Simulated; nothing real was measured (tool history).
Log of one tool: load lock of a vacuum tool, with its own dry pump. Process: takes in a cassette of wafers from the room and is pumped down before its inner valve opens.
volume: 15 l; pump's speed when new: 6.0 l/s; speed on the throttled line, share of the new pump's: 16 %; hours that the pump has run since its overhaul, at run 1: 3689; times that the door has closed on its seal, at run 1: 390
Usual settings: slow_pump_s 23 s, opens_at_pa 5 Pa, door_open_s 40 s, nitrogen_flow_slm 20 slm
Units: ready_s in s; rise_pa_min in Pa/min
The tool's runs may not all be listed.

run,hour,slow_pump_s,opens_at_pa,door_open_s,nitrogen_flow_slm,hours that the pump has run since its overhaul,times that the door has closed on its seal,"incoming humidity of the room's air, %",ready_s,rise_pa_min
1,0.0,23,5,40,20,3689,390,43.8,45.0,0.066
2,57.3,23,5,40,20,3746,597,47.1,43.9,0.074
3,104.2,23,5,40,20,3793,766,48.0,43.6,0.069
4,179.1,23,5,40,20,3868,1036,45.6,44.3,0.065
5,272.2,23,6,40,20,3961,1372,45.6,44.0,0.074
6,320.4,23,5,40,20,4009,1546,41.4,44.6,0.063
7,412.3,23,5,40,20,4101,1877,43.9,43.7,0.065
8,468.0,23,8,40,20,4157,2079,48.9,43.4,0.075
9,550.9,17,6,115,9,4240,2377,44.6,38.5,0.140
10,651.6,17,6,180,9,4341,2741,46.3,39.2,0.177
11,755.7,17,6,180,9,4445,3116,43.8,38.3,0.163

The next listed run, before its measurement:
12,826.1,17,6,180,5,4515,3370,45.1,?,?

ready_s: 39.0 s
rise_pa_min: 0.179 Pa/min
Without the tool's hidden state the same run would have given ready_s 39.0 s, rise_pa_min 0.178 Pa/min.

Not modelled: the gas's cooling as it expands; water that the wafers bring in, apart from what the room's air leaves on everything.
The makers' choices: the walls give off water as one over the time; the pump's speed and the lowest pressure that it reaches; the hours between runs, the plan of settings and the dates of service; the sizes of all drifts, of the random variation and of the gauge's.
